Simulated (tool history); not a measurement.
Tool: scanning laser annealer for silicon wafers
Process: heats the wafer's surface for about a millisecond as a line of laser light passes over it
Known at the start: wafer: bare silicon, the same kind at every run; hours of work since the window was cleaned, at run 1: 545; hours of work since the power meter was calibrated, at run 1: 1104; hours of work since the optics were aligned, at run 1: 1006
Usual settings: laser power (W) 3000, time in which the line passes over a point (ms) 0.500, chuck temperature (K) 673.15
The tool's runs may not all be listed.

run	hour	laser power (W)	time in which the line passes over a point (ms)	chuck temperature (K)	hours of work since the window was cleaned	hours of work since the power meter was calibrated	hours of work since the optics were aligned	highest temperature of the surface (K)
1	0.0	3000	0.500	673.15	545	1104	1006	1489.15
2	53.5	3000	0.500	661.15	576	1134	1036	1479.15
# hour 118.0: window over the wafer cleaned
3	132.4	3000	0.500	661.15	8	1178	1080	1498.15
# hour 141.8: optics aligned, line set to its width
4	192.3	3000	0.500	673.15	39	1209	29	1504.15
5	248.4	3000	0.500	673.15	71	1241	61	1500.15
# hour 284.4: optics aligned, line set to its width, once more
6	291.6	3000	0.500	673.15	93	1263	4	1516.15
7	359.8	2822	0.382	673.15	132	1302	43	1354.15
8	421.6	2946	0.603	658.15	167	1337	78	1560.15
9	495.0	2946	0.603	658.15	209	1379	120	1558.15
10	544.3	2946	0.465	658.15	237	1407	148	1449.15

4 ways to go on from here, each from the tool as it stands after run 10. What would each give?
A	594.3	3204	0.421	653.15	265	1435	176	?
B	594.3	2933	0.500	637.15	265	1435	176	?
C	594.3	2704	0.592	704.15	265	1435	176	?
D	594.3	2715	0.442	673.15	265	1435	176	?

run	highest temperature of the surface (K)
A	1484.15
B	1452.15
C	1506.15
D	1364.15
Without the tool's hidden state the same runs would have given:
run	highest temperature of the surface (K)
A	1492.15
B	1460.15
C	1514.15
D	1371.15
